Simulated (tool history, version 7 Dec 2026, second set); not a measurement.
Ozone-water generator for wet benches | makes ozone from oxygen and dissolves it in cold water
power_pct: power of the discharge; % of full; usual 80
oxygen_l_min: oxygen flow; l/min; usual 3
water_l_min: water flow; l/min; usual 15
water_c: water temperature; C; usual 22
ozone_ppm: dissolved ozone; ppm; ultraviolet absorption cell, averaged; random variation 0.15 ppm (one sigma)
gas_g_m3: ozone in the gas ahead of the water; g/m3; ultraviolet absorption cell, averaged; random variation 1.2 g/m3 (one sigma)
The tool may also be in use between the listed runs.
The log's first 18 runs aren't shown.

run	hour	power_pct	oxygen_l_min	water_l_min	water_c	hours of work since the electrodes were changed	hours of work since the contactor was cleaned	hours of work since the thermometer was calibrated	ozone_ppm	gas_g_m3
19	646.7	59	3.06	15	22	747	4327	2945	15.5	168.4
20	693.6	52	3	11	28	788	4369	2986	16.9	157.1
21	721.2	63	2.82	15	17	813	4393	3011	17.4	184.2
22	767.4	63	2.82	15	17	854	4434	3052	17.3	186
23	796.9	92	2	15	19	880	4460	3078	21.4	296.1
24	819.7	92	2	15	19	900	4481	3098	21.4	294.2
25	848	41	1.52	15	29	925	4506	3123	11.5	215.8
26	874.8	86	1.84	18	22	949	4530	3147	16.2	296.2
27	924	51	1.84	18	28	992	4573	3191	11.1	213.3
28	961.5	51	1.84	18	28	1026	4606	3224	11.3	215.2
29	1010.3	51	1.84	11	28	1069	4650	3267	17.7	213.9
30	1042.8	51	1.84	11	28	1098	4678	3296	17.5	216
31	1067.9	51	1.84	11	28	1120	4701	3318	17.6	214.5
32	1096.6	51	3.01	15	28	1145	4726	3344	12.7	155.2
33	1123.4	68	4.92	15	14	1169	4750	3367	17.7	133.2

Forecast each of these 4 alternatives for the next run:
A	1160.1	68	1.69	15	14	1202	4782	3400	?	?
B	1160.1	85	4.92	15	14	1202	4782	3400	?	?
C	1160.1	65	4.92	15	14	1202	4782	3400	?	?
D	1160.1	68	4.92	15	15	1202	4782	3400	?	?

run	ozone_ppm	gas_g_m3
A	17.9	272.2
B	20.4	153.9
C	17.3	128.2
D	17.5	133.9
Without the tool's hidden state the same runs would have given:
run	ozone_ppm	gas_g_m3
A	18.9	279.1
B	21.7	158.4
C	18.3	131.3
D	18.5	137.3
